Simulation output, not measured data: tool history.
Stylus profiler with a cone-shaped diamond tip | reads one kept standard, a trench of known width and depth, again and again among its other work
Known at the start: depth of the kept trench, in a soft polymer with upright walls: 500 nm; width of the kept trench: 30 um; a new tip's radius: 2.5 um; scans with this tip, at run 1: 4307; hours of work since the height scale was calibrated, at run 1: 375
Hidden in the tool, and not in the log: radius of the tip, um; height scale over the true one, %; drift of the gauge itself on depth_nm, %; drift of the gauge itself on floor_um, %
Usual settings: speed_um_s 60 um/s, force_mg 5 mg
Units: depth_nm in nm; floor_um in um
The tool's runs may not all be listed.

| run | hour | speed_um_s | force_mg | scans with this tip | hours of work since the height scale was calibrated | depth_nm | floor_um |
|---|---|---|---|---|---|---|---|
| 1 | 0 | 60 | 5 | 4307 | 375 | 512.28 | 25.4 |
| 2 | 44.7 | 60 | 5 | 4570 | 398 | 512.4 | 25.31 |
| 3 | 93.5 | 60 | 5 | 4857 | 423 | 512.45 | 25.24 |
| 4 | 138.8 | 60 | 5 | 5123 | 446 | 512.36 | 25.19 |
| 5 | 172 | 60 | 5 | 5318 | 463 | 512.47 | 25.14 |
| 6 | 216.4 | 60 | 5 | 5580 | 486 | 512.24 | 25.04 |
| 7 | 269.2 | 60 | 5 | 5890 | 513 | 512.38 | 24.96 |
| 8 | 302.9 | 49 | 5 | 6088 | 530 | 512.41 | 24.91 |
| 9 | 342.9 | 60 | 5 | 6323 | 550 | 512 | 24.79 |
| 10 | 380.9 | 60 | 5 | 6547 | 570 | 512.3 | 24.79 |
| 11 | 413.5 | 60 | 5 | 6738 | 586 | 512.28 | 24.78 |
| 12 | 448.7 | 60 | 5 | 6946 | 605 | 512.23 | 24.72 |
| 13 | 490.5 | 60 | 5 | 7191 | 626 | 512.04 | 24.65 |
| 14 | 538.4 | 60 | 5 | 7473 | 650 | 512.27 | 24.61 |
| 15 | 577.4 | 60 | 14.64 | 7702 | 670 | 525.87 | 24.63 |
| 16 | 627.5 | 60 | 14.64 | 7997 | 696 | 525.83 | 24.57 |
| 17 | 674.7 | 60 | 14.64 | 8274 | 720 | 525.79 | 24.52 |
| 18 | 721.3 | 60 | 14.64 | 8548 | 744 | 525.62 | 24.39 |
| 19 | 765.5 | 60 | 14.64 | 8808 | 767 | 525.84 | 24.39 |
| 20 | 809.2 | 35 | 14.64 | 9065 | 789 | 525.78 | 24.37 |
| 21 | 831.8 | 35 | 14.64 | 9198 | 801 | 525.71 | 24.31 |
| 22 | 876.1 | 21 | 5 | 9458 | 823 | 512.03 | 24.24 |
| 23 | 903.3 | 21 | 5 | 9618 | 837 | 512.14 | 24.22 |
| 24 | 941.3 | 229 | 3.29 | 9842 | 857 | 509.04 | 23.29 |
|  | 968.1 | new tip fitted, height scale calibrated |
| 25 | 977.4 | 148 | 3.72 | 54 | 5 | 510.57 | 26.37 |
| 26 | 1027.1 | 66 | 2.43 | 346 | 30 | 507.73 | 26.54 |
| 27 | 1076.9 | 97 | 7.83 | 639 | 56 | 517.13 | 26.36 |
| 28 | 1113.3 | 97 | 7.83 | 853 | 74 | 517.22 | 26.37 |
| 29 | 1156.8 | 97 | 7.83 | 1109 | 97 | 517.01 | 26.3 |
| 30 | 1201.6 | 38 | 3.6 | 1372 | 119 | 510.08 | 26.33 |
| 31 | 1253 | 38 | 3.6 | 1675 | 146 | 510.19 | 26.22 |
| 32 | 1279.7 | 38 | 5 | 1832 | 159 | 512.75 | 26.17 |
| 33 | 1327.9 | 38 | 5 | 2115 | 184 | 512.51 | 26.11 |
| 34 | 1373.2 | 211 | 2.21 | 2381 | 207 | 507.32 | 25.05 |
| 35 | 1409.2 | 17 | 2.04 | 2593 | 226 | 506.7 | 25.91 |
| 36 | 1437.9 | 173 | 13.92 | 2762 | 240 | 525.23 | 25.63 |
| 37 | 1490 | 52 | 4.72 | 3068 | 267 | 512.04 | 25.78 |
| 38 | 1535.4 | 74 | 4.72 | 3335 | 290 | 511.94 | 25.62 |
| 39 | 1576.9 | 74 | 4.72 | 3579 | 312 | 512.01 | 25.5 |
| 40 | 1604 | 100 | 2.7 | 3738 | 325 | 508.14 | 25.21 |
| 41 | 1634.2 | 117 | 3.53 | 3916 | 341 | 509.91 | 25.21 |
| 42 | 1668.7 | 35 | 3.65 | 4119 | 359 | 510.05 | 25.47 |
| 43 | 1690.6 | 53 | 3.16 | 4247 | 370 | 508.94 | 25.35 |
| 44 | 1739.4 | 60 | 6.14 | 4534 | 395 | 514.25 | 25.28 |
| 45 | 1783.5 | 64 | 6.14 | 4794 | 417 | 514.07 | 25.18 |
| 46 | 1813.6 | 43 | 7.68 | 4971 | 433 | 516.72 | 25.26 |

Forecast each of these 3 alternatives for the next run:
| A | 1857.1 | 21 | 5 | 5226 | 455 | ? | ? |
| B | 1857.1 | 38 | 11.08 | 5226 | 455 | ? | ? |
| C | 1857.1 | 32 | 5.73 | 5226 | 455 | ? | ? |

| run | depth_nm | floor_um |
|---|---|---|
| A | 512.48 | 25.25 |
| B | 521.49 | 25.17 |
| C | 513.62 | 25.21 |
Without the tool's hidden state the same runs would have given:
| run | depth_nm | floor_um |
|---|---|---|
| A | 513.02 | 26.95 |
| B | 522.04 | 26.88 |
| C | 514.16 | 26.91 |
